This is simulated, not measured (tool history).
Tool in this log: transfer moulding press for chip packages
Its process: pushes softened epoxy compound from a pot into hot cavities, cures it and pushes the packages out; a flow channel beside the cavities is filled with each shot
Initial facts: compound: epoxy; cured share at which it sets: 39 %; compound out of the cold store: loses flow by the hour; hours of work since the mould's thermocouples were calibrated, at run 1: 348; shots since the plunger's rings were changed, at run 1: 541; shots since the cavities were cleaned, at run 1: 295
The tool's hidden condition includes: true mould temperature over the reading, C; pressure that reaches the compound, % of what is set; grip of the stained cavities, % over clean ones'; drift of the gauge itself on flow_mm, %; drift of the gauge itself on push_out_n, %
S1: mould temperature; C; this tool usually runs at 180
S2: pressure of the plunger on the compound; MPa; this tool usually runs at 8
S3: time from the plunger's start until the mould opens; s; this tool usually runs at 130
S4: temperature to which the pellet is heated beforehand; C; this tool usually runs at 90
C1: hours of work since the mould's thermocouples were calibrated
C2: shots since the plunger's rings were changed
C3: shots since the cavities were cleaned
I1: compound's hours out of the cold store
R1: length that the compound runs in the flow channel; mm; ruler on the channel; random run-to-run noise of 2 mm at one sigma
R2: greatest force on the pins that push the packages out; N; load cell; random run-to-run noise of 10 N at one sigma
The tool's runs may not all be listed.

{"run": 1, "hour": 0.0, "S1": 180, "S2": 8, "S3": 130, "S4": 90, "C1": 348, "C2": 541, "C3": 295, "I1": 39.7, "R1": 919, "R2": 610}
{"hour": 29.4, "done": "cavities cleaned with cleaning compound and waxed"}
{"run": 2, "hour": 33.0, "S1": 180, "S2": 8, "S3": 130, "S4": 90, "C1": 366, "C2": 785, "C3": 28, "I1": 38.7, "R1": 922, "R2": 489}
{"run": 3, "hour": 91.7, "S1": 180, "S2": 8, "S3": 130, "S4": 90, "C1": 398, "C2": 1239, "C3": 482, "I1": 16.2, "R1": 967, "R2": 695}
{"hour": 98.9, "done": "cavities cleaned with cleaning compound and waxed"}
{"run": 4, "hour": 124.7, "S1": 180, "S2": 8, "S3": 130, "S4": 93, "C1": 415, "C2": 1482, "C3": 199, "I1": 33.4, "R1": 924, "R2": 568}
{"run": 5, "hour": 156.8, "S1": 180, "S2": 8, "S3": 130, "S4": 93, "C1": 433, "C2": 1730, "C3": 447, "I1": 12.9, "R1": 969, "R2": 712}
{"hour": 164.8, "done": "cavities cleaned with cleaning compound and waxed"}
{"run": 6, "hour": 194.6, "S1": 180, "S2": 8, "S3": 130, "S4": 93, "C1": 453, "C2": 2011, "C3": 230, "I1": 24.2, "R1": 940, "R2": 607}
{"run": 7, "hour": 227.3, "S1": 180, "S2": 8, "S3": 130, "S4": 93, "C1": 471, "C2": 2264, "C3": 483, "I1": 22.4, "R1": 941, "R2": 707}
{"hour": 235.2, "done": "cavities cleaned with cleaning compound and waxed"}
{"hour": 302.2, "done": "cavities cleaned with cleaning compound and waxed"}
{"run": 8, "hour": 302.2, "S1": 180, "S2": 8, "S3": 130, "S4": 93, "C1": 511, "C2": 2820, "C3": 0, "I1": 23.8, "R1": 931, "R2": 477}
{"run": 9, "hour": 333.4, "S1": 177, "S2": 7.86, "S3": 130, "S4": 96, "C1": 528, "C2": 3061, "C3": 241, "I1": 18.9, "R1": 948, "R2": 745}
{"hour": 365.7, "done": "plunger's sealing rings changed"}
{"hour": 373.7, "done": "cavities cleaned with cleaning compound and waxed"}
{"run": 10, "hour": 374.0, "S1": 175, "S2": 9.85, "S3": 113, "S4": 93, "C1": 548, "C2": 52, "C3": 2, "I1": 27.3, "R1": 1098, "R2": 921}

For run 11, what comes out?
{"run": 11, "hour": 434.3, "S1": 181, "S2": 8, "S3": 164, "S4": 90, "C1": 581, "C2": 519, "C3": 469, "I1": 26.5, "R1": "?", "R2": "?"}

{"run 11": {"R1": 946, "R2": 560}}
The same run, on a tool lacking any hidden state, would have yielded R1 946 mm, R2 374 N.
